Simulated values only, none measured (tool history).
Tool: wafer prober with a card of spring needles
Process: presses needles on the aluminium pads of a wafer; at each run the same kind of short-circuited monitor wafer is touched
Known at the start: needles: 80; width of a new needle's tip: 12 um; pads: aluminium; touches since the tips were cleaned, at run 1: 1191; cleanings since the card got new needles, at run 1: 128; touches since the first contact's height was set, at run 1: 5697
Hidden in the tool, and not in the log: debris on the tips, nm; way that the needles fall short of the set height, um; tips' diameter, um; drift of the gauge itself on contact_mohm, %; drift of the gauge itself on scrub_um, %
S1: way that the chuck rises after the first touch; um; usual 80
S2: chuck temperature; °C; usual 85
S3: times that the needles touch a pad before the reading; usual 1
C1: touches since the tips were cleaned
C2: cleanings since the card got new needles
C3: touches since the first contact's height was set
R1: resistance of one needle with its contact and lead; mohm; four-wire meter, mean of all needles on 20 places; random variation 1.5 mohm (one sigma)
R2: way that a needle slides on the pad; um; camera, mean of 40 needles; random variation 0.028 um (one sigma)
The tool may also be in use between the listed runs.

run,day,S1,S2,S3,C1,C2,C3,R1,R2
1,0.000,80,85,1,1191,128,5697,142,12.66
# day 0.138: tips cleaned on abrasive film
# day 0.317: tips cleaned on abrasive film
2,0.371,80,85,1,781,130,10965,142,12.69
# day 0.500: tips cleaned on abrasive film
# day 0.712: tips cleaned on abrasive film
3,0.733,68,85,1,311,132,16087,144,10.85
# day 0.896: tips cleaned on abrasive film
# day 1.121: tips cleaned on abrasive film
4,1.271,68,85,1,2181,134,23768,143,10.79
# day 1.308: tips cleaned on abrasive film
# day 1.512: tips cleaned on abrasive film
# day 1.717: tips cleaned on abrasive film
# day 1.925: tips cleaned on abrasive film
5,1.954,68,85,1,432,138,33483,143,10.79
# day 2.138: tips cleaned on abrasive film
# day 2.338: tips cleaned on abrasive film
6,2.446,65,85,1,1589,140,40507,145,10.34
# day 2.542: tips cleaned on abrasive film
# day 2.746: tips cleaned on abrasive film
# day 2.942: tips cleaned on abrasive film
7,2.942,65,85,1,0,143,47483,142,10.37
# day 3.158: tips cleaned on abrasive film
# day 3.375: tips cleaned on abrasive film
# day 3.596: tips cleaned on abrasive film
8,3.642,80,85,1,665,146,57480,142,12.77
# day 3.808: tips cleaned on abrasive film
# day 4.029: tips cleaned on abrasive film
# day 4.242: tips cleaned on abrasive film
9,4.246,80,85,1,78,149,66115,142,12.83
# day 4.467: tips cleaned on abrasive film
# day 4.671: tips cleaned on abrasive film
# day 4.883: tips cleaned on abrasive film
10,4.979,80,85,1,1377,152,76533,139,12.78
# day 5.067: tips cleaned on abrasive film
# day 5.279: tips cleaned on abrasive film
11,5.300,80,85,3,261,154,81083,139,12.82
# day 5.500: tips cleaned on abrasive film
# day 5.717: tips cleaned on abrasive film
# day 5.925: tips cleaned on abrasive film
12,6.004,80,85,3,1189,157,91160,139,12.84
# day 6.117: tips cleaned on abrasive film
# day 6.296: tips cleaned on abrasive film
13,6.317,80,85,3,320,159,95588,141,12.86
# day 6.483: tips cleaned on abrasive film
# day 6.683: tips cleaned on abrasive film
14,6.833,80,85,3,2142,161,102933,139,12.88
# day 6.879: tips cleaned on abrasive film
# day 7.004: gauge calibrated
# day 7.079: tips cleaned on abrasive film
# day 7.300: tips cleaned on abrasive film
# day 7.512: tips cleaned on abrasive film
15,7.525,64,85,2,203,165,112742,142,10.07
# day 7.700: tips cleaned on abrasive film
# day 7.912: tips cleaned on abrasive film
16,8.038,93,96,1,1822,167,120057,142,14.73
# day 8.129: tips cleaned on abrasive film
# day 8.342: tips cleaned on abrasive film
# day 8.521: tips cleaned on abrasive film
17,8.667,82,38,1,2091,170,129017,132,13.02
# day 8.717: tips cleaned on abrasive film
# day 8.896: tips cleaned on abrasive film
18,9.033,82,38,1,1968,172,134205,133,13.03
# day 9.079: tips cleaned on abrasive film
# day 9.308: tips cleaned on abrasive film
# day 9.517: tips cleaned on abrasive film
# day 9.742: tips cleaned on abrasive film
19,9.767,82,38,1,341,176,144614,131,13.04
# day 9.933: tips cleaned on abrasive film
# day 10.142: tips cleaned on abrasive film
# day 10.354: tips cleaned on abrasive film
20,10.383,80,28,2,396,179,153388,129,12.72
# day 10.558: tips cleaned on abrasive film
# day 10.742: tips cleaned on abrasive film
21,10.879,92,39,1,2004,181,160483,132,14.70
# day 10.929: tips cleaned on abrasive film
# day 11.138: tips cleaned on abrasive film
# day 11.333: tips cleaned on abrasive film
# day 11.538: tips cleaned on abrasive film
22,11.625,63,85,1,1263,185,171056,145,10.06
# day 11.758: tips cleaned on abrasive film
# day 11.971: tips cleaned on abrasive film
# day 12.188: tips cleaned on abrasive film
23,12.271,80,113,1,1249,188,180307,146,12.82
# day 12.408: tips cleaned on abrasive film
# day 12.546: height of the first contact set anew
# day 12.625: tips cleaned on abrasive film
# day 12.804: tips cleaned on abrasive film
24,12.858,80,113,1,760,191,4431,146,12.87
# day 12.996: tips cleaned on abrasive film
# day 13.212: tips cleaned on abrasive film
# day 13.433: tips cleaned on abrasive film
25,13.450,89,53,2,194,194,12831,133,14.31
# day 13.621: tips cleaned on abrasive film
# day 13.829: tips cleaned on abrasive film
# day 14.017: tips cleaned on abrasive film
26,14.062,89,53,2,648,197,21558,137,14.38

4 ways to go on from here, each from the tool as it stands after run 26. What would each give?
# day 14.200: tips cleaned on abrasive film
# day 14.408: tips cleaned on abrasive film
A,14.408,64,53,1,0,199,26456,?,?
# day 14.200: tips cleaned on abrasive film
# day 14.408: tips cleaned on abrasive film
B,14.408,93,51,1,0,199,26456,?,?
# day 14.200: tips cleaned on abrasive film
# day 14.408: tips cleaned on abrasive film
C,14.408,85,58,1,0,199,26456,?,?
# day 14.200: tips cleaned on abrasive film
# day 14.408: tips cleaned on abrasive film
D,14.408,80,53,1,0,199,26456,?,?

run,R1,R2
A,139,10.33
B,132,15.00
C,136,13.70
D,135,12.87
Without the tool's hidden state the same runs would have given:
run,R1,R2
A,139,10.15
B,132,14.74
C,136,13.47
D,135,12.65

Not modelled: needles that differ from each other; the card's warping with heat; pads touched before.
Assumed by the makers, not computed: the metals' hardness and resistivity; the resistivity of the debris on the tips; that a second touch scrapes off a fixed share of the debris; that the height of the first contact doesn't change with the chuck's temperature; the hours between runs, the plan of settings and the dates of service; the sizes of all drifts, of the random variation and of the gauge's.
